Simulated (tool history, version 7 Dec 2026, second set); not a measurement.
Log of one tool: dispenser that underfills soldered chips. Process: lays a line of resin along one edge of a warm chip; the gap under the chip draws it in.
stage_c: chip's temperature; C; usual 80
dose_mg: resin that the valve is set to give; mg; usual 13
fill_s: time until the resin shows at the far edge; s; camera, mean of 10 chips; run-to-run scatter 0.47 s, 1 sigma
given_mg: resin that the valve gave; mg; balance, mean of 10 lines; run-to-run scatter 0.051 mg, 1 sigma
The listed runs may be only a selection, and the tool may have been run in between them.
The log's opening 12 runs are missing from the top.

run   hour  stage_c  dose_mg  fill_s  given_mg
      81.6  -- new syringe of resin
 13   89.1       80     16.8    53.2     16.36
      96.6  -- new syringe of resin
 14   96.7       80     14.2    36.2     13.86
     101.5  -- dispensing valve cleaned and set on the balance
 15  108.1       80     16.4    59.8     16.31
     112.4  -- new syringe of resin
 16  115.8       84       13    38.2        13
 17  124.8       80     11.1    69.4     11.13
     127.4  -- new syringe of resin
 18  130.1       80     11.1    43.3     11.03
 19  138.6       80     11.1    66.5     10.91
     142.6  -- new syringe of resin
 20  146.7       71     12.7      58     12.51
 21  152.4       94       15    38.9     14.77
     157.5  -- new syringe of resin
 22  162.4       94       15    30.7     14.75
 23    168       94     14.4    39.8     14.12
     172.7  -- new syringe of resin
 24    175       80     15.9    40.2     15.54
 25  184.9       88     15.9    52.6     15.58
     187.6  -- new syringe of resin
 26    191       85       13    36.5     12.64
     196.1  -- dispensing valve cleaned and set on the balance
 27  196.8       81     16.3    52.3     16.23
     203.6  -- new syringe of resin
 28  206.5       84     11.5    38.3     11.45
 29  212.3       83     14.3    51.4     14.32
     218.7  -- new syringe of resin
 30  220.5       83     11.7    37.1     11.64
 31  230.5       72     11.7    88.1     11.58
     233.6  -- new syringe of resin
 32  240.2       84     14.4    45.3     14.29
     248.6  -- new syringe of resin
 33  249.3       80     13.3    39.5        13
 34  256.3       80     13.3    54.2     13.03
 35  261.9       72     11.8    96.4     11.54
       264  -- new syringe of resin
 36  266.6       94     14.4    27.3     14.04

4 ways to go on from here, each from the tool as it stands after run 36. What would each give?
  A  271.1       94     14.4       ?         ?
  B  271.1       67     13.1       ?         ?
  C  271.1       92     15.3       ?         ?
  D  271.1       72       14       ?         ?

run  fill_s  given_mg
  A    33.9     14.09
  B    80.7     12.74
  C    35.9     14.83
  D    69.1     13.62
Stripped of hidden state, with their random variation kept, the same runs would have yielded:
run  fill_s  given_mg
  A      23     14.45
  B    54.6     13.07
  C    24.5     15.22
  D    46.9     13.98
